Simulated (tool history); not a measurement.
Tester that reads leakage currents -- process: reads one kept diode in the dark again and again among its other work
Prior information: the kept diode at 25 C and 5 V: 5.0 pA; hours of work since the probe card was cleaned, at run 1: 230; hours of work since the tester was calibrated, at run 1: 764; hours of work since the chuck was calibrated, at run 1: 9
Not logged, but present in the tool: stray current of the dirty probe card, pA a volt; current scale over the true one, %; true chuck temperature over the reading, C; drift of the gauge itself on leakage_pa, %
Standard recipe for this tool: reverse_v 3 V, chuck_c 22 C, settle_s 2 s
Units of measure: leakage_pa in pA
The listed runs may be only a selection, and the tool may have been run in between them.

run	day	reverse_v	chuck_c	settle_s	hours of work since the probe card was cleaned	hours of work since the tester was calibrated	hours of work since the chuck was calibrated	leakage_pa
1	0	3	22	2	230	764	9	4.23
2	1.3	3	22	2	251	785	30	4.38
3	2.804	3	22	2	275	809	54	4.43
4	3.633	3	26	2	288	822	68	5.8
# day 3.842: probe card cleaned and baked
5	4.588	3	26	2	12	836	81	6.06
6	5.279	8.97	24	2	23	847	92	12.39
7	6.279	8.97	24	7.98	39	863	108	11.3
8	7.058	3.57	24	0.67	52	876	121	7.65
# day 7.867: probe card cleaned and baked, once more
9	8.346	3.57	24	0.67	8	895	140	6
10	9.929	2.55	32	0.61	33	920	165	8.64

Each row is a separate what-if for the run after 10, all from the same tool condition, not one after another. Results?
A	11.446	2.03	48	4.85	58	945	190	?
B	11.446	4.22	28	0.34	58	945	190	?
C	11.446	1.22	26	1.34	58	945	190	?
D	11.446	4.7	37	4.27	58	945	190	?

run	leakage_pa
A	24.69
B	11.28
C	2.92
D	16.02
With no hidden state in the tool, these same runs would have given:
run	leakage_pa
A	23.81
B	10.77
C	2.74
D	15.21
